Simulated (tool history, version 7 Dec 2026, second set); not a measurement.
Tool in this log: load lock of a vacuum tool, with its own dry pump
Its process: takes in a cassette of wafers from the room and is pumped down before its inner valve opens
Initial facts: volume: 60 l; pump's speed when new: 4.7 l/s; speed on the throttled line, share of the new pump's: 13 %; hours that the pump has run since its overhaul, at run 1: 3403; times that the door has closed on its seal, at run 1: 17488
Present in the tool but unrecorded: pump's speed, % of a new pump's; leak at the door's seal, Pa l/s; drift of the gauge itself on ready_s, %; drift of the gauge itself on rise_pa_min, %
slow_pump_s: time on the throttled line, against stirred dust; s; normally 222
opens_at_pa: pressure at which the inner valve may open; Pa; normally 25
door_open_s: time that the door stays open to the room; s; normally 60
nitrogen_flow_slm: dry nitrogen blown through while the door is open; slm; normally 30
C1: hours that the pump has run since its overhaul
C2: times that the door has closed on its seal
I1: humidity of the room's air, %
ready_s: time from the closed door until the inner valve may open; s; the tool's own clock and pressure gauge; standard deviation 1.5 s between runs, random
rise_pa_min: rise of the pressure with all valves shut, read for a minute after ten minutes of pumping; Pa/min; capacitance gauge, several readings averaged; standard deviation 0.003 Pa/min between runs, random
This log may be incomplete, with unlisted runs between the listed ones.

{"run": 1, "hour": 0.0, "slow_pump_s": 222, "opens_at_pa": 25, "door_open_s": 60, "nitrogen_flow_slm": 30, "C1": 3403, "C2": 17488, "I1": 42.8, "ready_s": 299.9, "rise_pa_min": 0.039}
{"run": 2, "hour": 550.9, "slow_pump_s": 222, "opens_at_pa": 25, "door_open_s": 60, "nitrogen_flow_slm": 30, "C1": 3954, "C2": 19928, "I1": 42.7, "ready_s": 297.6, "rise_pa_min": 0.036}
{"run": 3, "hour": 1106.2, "slow_pump_s": 222, "opens_at_pa": 25, "door_open_s": 60, "nitrogen_flow_slm": 38, "C1": 4509, "C2": 22387, "I1": 47.3, "ready_s": 299.2, "rise_pa_min": 0.039}
{"run": 4, "hour": 1625.1, "slow_pump_s": 222, "opens_at_pa": 25, "door_open_s": 60, "nitrogen_flow_slm": 30, "C1": 5028, "C2": 24685, "I1": 40.8, "ready_s": 294.4, "rise_pa_min": 0.04}
{"run": 5, "hour": 2131.1, "slow_pump_s": 222, "opens_at_pa": 25, "door_open_s": 60, "nitrogen_flow_slm": 30, "C1": 5534, "C2": 26927, "I1": 45.7, "ready_s": 297.1, "rise_pa_min": 0.043}
{"run": 6, "hour": 2430.4, "slow_pump_s": 222, "opens_at_pa": 25, "door_open_s": 60, "nitrogen_flow_slm": 30, "C1": 5833, "C2": 28253, "I1": 42.8, "ready_s": 298.5, "rise_pa_min": 0.035}
{"run": 7, "hour": 2745.6, "slow_pump_s": 222, "opens_at_pa": 25, "door_open_s": 60, "nitrogen_flow_slm": 30, "C1": 6148, "C2": 29649, "I1": 42.6, "ready_s": 297.9, "rise_pa_min": 0.041}
{"run": 8, "hour": 3070.1, "slow_pump_s": 222, "opens_at_pa": 25, "door_open_s": 60, "nitrogen_flow_slm": 30, "C1": 6473, "C2": 31086, "I1": 44.0, "ready_s": 300.5, "rise_pa_min": 0.043}
{"hour": 3169.2, "done": "door's seal changed, seat wiped"}
{"run": 9, "hour": 3454.2, "slow_pump_s": 222, "opens_at_pa": 35, "door_open_s": 60, "nitrogen_flow_slm": 30, "C1": 6855, "C2": 1263, "I1": 43.3, "ready_s": 294.3, "rise_pa_min": 0.035}
{"run": 10, "hour": 3991.3, "slow_pump_s": 222, "opens_at_pa": 35, "door_open_s": 60, "nitrogen_flow_slm": 30, "C1": 7393, "C2": 3642, "I1": 41.1, "ready_s": 294.2, "rise_pa_min": 0.035}
{"run": 11, "hour": 4396.2, "slow_pump_s": 222, "opens_at_pa": 35, "door_open_s": 60, "nitrogen_flow_slm": 30, "C1": 7797, "C2": 5435, "I1": 45.5, "ready_s": 293.2, "rise_pa_min": 0.034}
{"run": 12, "hour": 4882.1, "slow_pump_s": 222, "opens_at_pa": 35, "door_open_s": 60, "nitrogen_flow_slm": 30, "C1": 8283, "C2": 7587, "I1": 43.2, "ready_s": 295.8, "rise_pa_min": 0.033}
{"run": 13, "hour": 5458.8, "slow_pump_s": 222, "opens_at_pa": 35, "door_open_s": 60, "nitrogen_flow_slm": 30, "C1": 8860, "C2": 10141, "I1": 45.5, "ready_s": 293.6, "rise_pa_min": 0.043}
{"run": 14, "hour": 5926.8, "slow_pump_s": 222, "opens_at_pa": 35, "door_open_s": 60, "nitrogen_flow_slm": 8, "C1": 9328, "C2": 12214, "I1": 44.5, "ready_s": 293.5, "rise_pa_min": 0.058}
{"run": 15, "hour": 6263.9, "slow_pump_s": 222, "opens_at_pa": 35, "door_open_s": 60, "nitrogen_flow_slm": 8, "C1": 9665, "C2": 13707, "I1": 43.8, "ready_s": 294.9, "rise_pa_min": 0.051}
{"run": 16, "hour": 6841.1, "slow_pump_s": 222, "opens_at_pa": 25, "door_open_s": 60, "nitrogen_flow_slm": 8, "C1": 10242, "C2": 16264, "I1": 47.6, "ready_s": 300.1, "rise_pa_min": 0.059}
{"run": 17, "hour": 7386.9, "slow_pump_s": 222, "opens_at_pa": 25, "door_open_s": 60, "nitrogen_flow_slm": 8, "C1": 10788, "C2": 18681, "I1": 41.0, "ready_s": 300.7, "rise_pa_min": 0.052}
{"run": 18, "hour": 7868.3, "slow_pump_s": 222, "opens_at_pa": 25, "door_open_s": 60, "nitrogen_flow_slm": 8, "C1": 11270, "C2": 20814, "I1": 45.3, "ready_s": 297.9, "rise_pa_min": 0.057}
{"run": 19, "hour": 8148.7, "slow_pump_s": 222, "opens_at_pa": 25, "door_open_s": 60, "nitrogen_flow_slm": 8, "C1": 11550, "C2": 22056, "I1": 42.8, "ready_s": 296.4, "rise_pa_min": 0.052}
{"run": 20, "hour": 8723.5, "slow_pump_s": 222, "opens_at_pa": 25, "door_open_s": 60, "nitrogen_flow_slm": 8, "C1": 12125, "C2": 24602, "I1": 45.1, "ready_s": 299.4, "rise_pa_min": 0.061}
{"run": 21, "hour": 9261.4, "slow_pump_s": 222, "opens_at_pa": 25, "door_open_s": 110, "nitrogen_flow_slm": 30, "C1": 12663, "C2": 26984, "I1": 43.1, "ready_s": 300.3, "rise_pa_min": 0.054}
{"run": 22, "hour": 9502.7, "slow_pump_s": 188, "opens_at_pa": 25, "door_open_s": 60, "nitrogen_flow_slm": 42, "C1": 12904, "C2": 28053, "I1": 43.8, "ready_s": 268.9, "rise_pa_min": 0.034}
{"run": 23, "hour": 10051.9, "slow_pump_s": 113, "opens_at_pa": 25, "door_open_s": 60, "nitrogen_flow_slm": 42, "C1": 13453, "C2": 30485, "I1": 44.0, "ready_s": 202.5, "rise_pa_min": 0.032}
{"hour": 10291.9, "done": "door's seal changed, seat wiped"}
{"run": 24, "hour": 10572.9, "slow_pump_s": 123, "opens_at_pa": 28, "door_open_s": 31, "nitrogen_flow_slm": 21, "C1": 13973, "C2": 1245, "I1": 45.6, "ready_s": 211.5, "rise_pa_min": 0.027}
{"run": 25, "hour": 11022.5, "slow_pump_s": 123, "opens_at_pa": 33, "door_open_s": 31, "nitrogen_flow_slm": 21, "C1": 14422, "C2": 3236, "I1": 46.3, "ready_s": 211.2, "rise_pa_min": 0.031}
{"run": 26, "hour": 11572.5, "slow_pump_s": 123, "opens_at_pa": 33, "door_open_s": 31, "nitrogen_flow_slm": 21, "C1": 14972, "C2": 5672, "I1": 43.7, "ready_s": 208.9, "rise_pa_min": 0.024}
{"run": 27, "hour": 12021.1, "slow_pump_s": 222, "opens_at_pa": 48, "door_open_s": 60, "nitrogen_flow_slm": 17, "C1": 15421, "C2": 7659, "I1": 43.5, "ready_s": 290.9, "rise_pa_min": 0.049}
{"run": 28, "hour": 12335.4, "slow_pump_s": 222, "opens_at_pa": 28, "door_open_s": 60, "nitrogen_flow_slm": 17, "C1": 15735, "C2": 9051, "I1": 44.4, "ready_s": 297.9, "rise_pa_min": 0.046}
{"run": 29, "hour": 12756.7, "slow_pump_s": 289, "opens_at_pa": 19, "door_open_s": 34, "nitrogen_flow_slm": 42, "C1": 16156, "C2": 10917, "I1": 46.5, "ready_s": 360.9, "rise_pa_min": 0.029}
{"run": 30, "hour": 13225.6, "slow_pump_s": 419, "opens_at_pa": 45, "door_open_s": 60, "nitrogen_flow_slm": 17, "C1": 16625, "C2": 12994, "I1": 48.7, "ready_s": 466.5, "rise_pa_min": 0.053}
{"run": 31, "hour": 13628.0, "slow_pump_s": 419, "opens_at_pa": 45, "door_open_s": 60, "nitrogen_flow_slm": 17, "C1": 17028, "C2": 14776, "I1": 43.7, "ready_s": 463.5, "rise_pa_min": 0.042}
{"run": 32, "hour": 14034.4, "slow_pump_s": 419, "opens_at_pa": 39, "door_open_s": 227, "nitrogen_flow_slm": 17, "C1": 17434, "C2": 16576, "I1": 43.8, "ready_s": 465.8, "rise_pa_min": 0.104}
{"run": 33, "hour": 14275.6, "slow_pump_s": 419, "opens_at_pa": 39, "door_open_s": 180, "nitrogen_flow_slm": 4, "C1": 17675, "C2": 17645, "I1": 47.5, "ready_s": 467.0, "rise_pa_min": 0.131}
{"run": 34, "hour": 14532.4, "slow_pump_s": 440, "opens_at_pa": 25, "door_open_s": 60, "nitrogen_flow_slm": 30, "C1": 17932, "C2": 18782, "I1": 44.5, "ready_s": 483.7, "rise_pa_min": 0.04}
{"hour": 14736.9, "done": "dry pump taken out, an overhauled one fitted"}
{"run": 35, "hour": 14945.0, "slow_pump_s": 440, "opens_at_pa": 25, "door_open_s": 55, "nitrogen_flow_slm": 8, "C1": 208, "C2": 20583, "I1": 44.3, "ready_s": 489.6, "rise_pa_min": 0.05}
{"run": 36, "hour": 15226.0, "slow_pump_s": 160, "opens_at_pa": 18, "door_open_s": 60, "nitrogen_flow_slm": 30, "C1": 489, "C2": 21828, "I1": 44.3, "ready_s": 248.2, "rise_pa_min": 0.039}

Results per run with the tool's hidden condition removed, run-to-run variation unchanged:
run=1 rise_pa_min=0.038
run=2 rise_pa_min=0.035
run=3 rise_pa_min=0.038
run=4 rise_pa_min=0.039
run=5 rise_pa_min=0.042
run=6 rise_pa_min=0.033
run=7 rise_pa_min=0.039
run=8 rise_pa_min=0.040
run=9 rise_pa_min=0.035
run=10 rise_pa_min=0.035
run=11 rise_pa_min=0.034
run=12 rise_pa_min=0.032
run=13 rise_pa_min=0.043
run=14 rise_pa_min=0.057
run=15 rise_pa_min=0.050
run=16 rise_pa_min=0.059
run=17 rise_pa_min=0.051
run=18 rise_pa_min=0.056
run=19 rise_pa_min=0.051
run=20 rise_pa_min=0.059
run=21 rise_pa_min=0.053
run=22 rise_pa_min=0.033
run=23 rise_pa_min=0.030
run=24 rise_pa_min=0.027
run=25 rise_pa_min=0.031
run=26 rise_pa_min=0.024
run=27 rise_pa_min=0.049
run=28 rise_pa_min=0.046
run=29 rise_pa_min=0.028
run=30 rise_pa_min=0.053
run=31 rise_pa_min=0.041
run=32 rise_pa_min=0.103
run=33 rise_pa_min=0.130
run=34 rise_pa_min=0.039
run=35 rise_pa_min=0.049
run=36 rise_pa_min=0.037
ready_s: within 0.1 s of the measured result in every run.
